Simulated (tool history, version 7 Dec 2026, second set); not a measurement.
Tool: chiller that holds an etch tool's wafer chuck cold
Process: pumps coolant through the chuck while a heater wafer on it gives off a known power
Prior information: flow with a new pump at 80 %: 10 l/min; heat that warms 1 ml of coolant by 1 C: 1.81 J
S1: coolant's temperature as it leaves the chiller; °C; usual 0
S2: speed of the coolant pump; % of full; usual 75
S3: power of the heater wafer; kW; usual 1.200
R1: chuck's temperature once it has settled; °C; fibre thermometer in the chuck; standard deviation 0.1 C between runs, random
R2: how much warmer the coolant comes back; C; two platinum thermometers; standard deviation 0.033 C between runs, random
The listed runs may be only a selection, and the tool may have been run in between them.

Run 1, hour 0.0: usual settings. Result: R1 10.1 °C, R2 4.31 C.
Run 2, hour 28.5: usual settings. Result: R1 9.9 °C, R2 4.35 C.
Run 3, hour 51.6: usual settings. Result: R1 9.9 °C, R2 4.34 C.
Run 4, hour 74.5: usual settings. Result: R1 10.4 °C, R2 4.38 C.
Run 5, hour 91.8: usual settings. Result: R1 10.0 °C, R2 4.35 C.
Run 6, hour 126.4: usual settings. Result: R1 10.1 °C, R2 4.37 C.
Run 7, hour 165.0: usual settings. Result: R1 10.1 °C, R2 4.38 C.
Run 8, hour 196.3: usual settings but S2 61 % of full. Result: R1 12.3 °C, R2 5.57 C.
Run 9, hour 226.6: usual settings but S2 61 % of full. Result: R1 12.1 °C, R2 5.49 C.
Run 10, hour 256.7: usual settings but S1 -8 °C. Result: R1 2.0 °C, R2 4.34 C.
At hour 285.3: chiller's thermometer calibrated.
Run 11, hour 295.8: usual settings but S1 -8 °C. Result: R1 2.1 °C, R2 4.43 C.
Run 12, hour 326.6: usual settings but S1 -5 °C. Result: R1 5.1 °C, R2 4.33 C.
Run 13, hour 360.4: usual settings but S2 64 % of full. Result: R1 11.7 °C, R2 5.21 C.
Run 14, hour 390.2: usual settings but S2 64 % of full. Result: R1 11.8 °C, R2 5.27 C.
Run 15, hour 411.2: usual settings but S2 81 % of full. Result: R1 9.4 °C, R2 4.03 C.
Run 16, hour 443.1: usual settings but S2 88 % of full. Result: R1 8.7 °C, R2 3.75 C.
Run 17, hour 468.3: usual settings but S1 -6 °C, S2 88 % of full. Result: R1 2.8 °C, R2 3.64 C.
Run 18, hour 501.3: usual settings but S1 -6 °C, S2 88 % of full. Result: R1 2.7 °C, R2 3.69 C.
Run 19, hour 537.6: usual settings but S1 -10 °C, S2 81 % of full, S3 0.628 kW. Result: R1 -5.1 °C, R2 2.07 C.
Run 20, hour 558.9: usual settings but S1 -10 °C, S2 81 % of full, S3 0.628 kW. Result: R1 -5.1 °C, R2 2.15 C.
Run 21, hour 594.6: usual settings but S1 -10 °C, S2 81 % of full, S3 0.628 kW. Result: R1 -5.1 °C, R2 2.07 C.
Run 22, hour 621.0: usual settings but S1 -3 °C, S2 61 % of full, S3 1.779 kW. Result: R1 15.2 °C, R2 8.24 C.
Run 23, hour 642.2: usual settings but S1 -1 °C, S2 79 % of full, S3 1.772 kW. Result: R1 13.5 °C, R2 6.12 C.
Run 24, hour 672.0: usual settings but S1 -10 °C, S2 79 % of full, S3 0.848 kW. Result: R1 -3.2 °C, R2 2.99 C.
Run 25, hour 693.3: usual settings but S1 -8 °C, S2 73 % of full. Result: R1 2.5 °C, R2 4.54 C.
At hour 705.4: coolant changed, channels flushed.
Run 26, hour 723.2: usual settings but S1 -8 °C, S2 67 % of full, S3 1.759 kW. Result: R1 6.7 °C, R2 7.36 C.
Run 27, hour 739.3: usual settings but S3 1.015 kW. Result: R1 7.6 °C, R2 3.70 C.
Run 28, hour 767.4: usual settings but S3 1.367 kW. Result: R1 10.1 °C, R2 4.98 C.
Run 29, hour 791.3: usual settings but S1 2 °C, S2 63 % of full. Result: R1 12.5 °C, R2 5.32 C.
Run 30, hour 822.7: usual settings but S1 2 °C, S2 63 % of full. Result: R1 12.6 °C, R2 5.38 C.
Run 31, hour 853.9: usual settings but S1 2 °C, S2 63 % of full. Result: R1 12.5 °C, R2 5.36 C.

What if the next run were any one of these 5? Each begins from the tool's condition after run 31:
Run A, hour 882.9: usual settings but S1 2 °C, S2 89 % of full, S3 0.693 kW. Result: R1 ?, R2 ?.
Run B, hour 882.9: usual settings but S1 10 °C, S2 92 % of full, S3 1.309 kW. Result: R1 ?, R2 ?.
Run C, hour 882.9: usual settings but S1 5 °C, S2 72 % of full, S3 1.722 kW. Result: R1 ?, R2 ?.
Run D, hour 882.9: usual settings but S1 -9 °C, S2 64 % of full, S3 0.608 kW. Result: R1 ?, R2 ?.
Run E, hour 882.9: usual settings but S1 2 °C, S2 77 % of full, S3 1.011 kW. Result: R1 ?, R2 ?.

run    R1    R2
  A   6.2  2.07
  B  18.2  3.84
  C  18.6  6.68
  D  -3.8  2.66
  E   9.3  3.60
Stripped of hidden state, with their random variation kept, the same runs would have yielded:
run    R1    R2
  A   6.2  2.00
  B  18.1  3.72
  C  18.3  6.47
  D  -3.8  2.58
  E   9.3  3.49
